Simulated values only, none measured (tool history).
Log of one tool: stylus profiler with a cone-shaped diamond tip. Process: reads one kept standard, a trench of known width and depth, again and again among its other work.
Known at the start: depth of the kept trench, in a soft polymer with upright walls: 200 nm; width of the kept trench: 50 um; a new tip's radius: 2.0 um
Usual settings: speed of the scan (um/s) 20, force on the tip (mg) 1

run	day	speed of the scan (um/s)	force on the tip (mg)	depth of the trench (angstrom)	width of the trench's floor (nm)
1	0	20	1	2006.8	47810
2	0.446	11	1	2007.6	47840
3	0.771	11	1.1	2008.4	47860
4	1.071	16	1	2006.6	47820
5	1.679	20	1	2005.2	47790
6	2.2	6	1	2006.4	47800
7	2.871	6	1	2004.9	47860
8	3.504	6	1	2007	47870
9	4.125	14	1	2006.5	47730
10	4.496	20	1	2007.8	47770
11	4.921	20	1	2006.2	47690
12	5.404	20	1	2006.4	47720
13	5.783	78	1	2006.5	47340
14	6.279	20	1.87	2009.6	47730
15	6.958	20	1.31	2008.9	47680
16	7.279	20	1.31	2007.8	47680
17	7.962	20	1.31	2005.9	47720
18	8.592	20	2.02	2012.3	47680
# day 8.658: height scale calibrated on a step standard
19	9.021	20	0.35	1999.4	47490
20	9.346	20	0.35	2003.1	47550
21	9.838	20	0.35	2001.6	47530
22	10.304	20	0.35	2000.7	47520
23	10.862	38	0.35	1999.8	47260

Run 24 comes next. What will it give?
24	11.238	38	0.35	?	?

Run 24 gave depth of the trench (angstrom) 2000.1, width of the trench's floor (nm) 47290.
Without the tool's hidden state the same run would have given depth of the trench (angstrom) 2003.7, width of the trench's floor (nm) 47820.
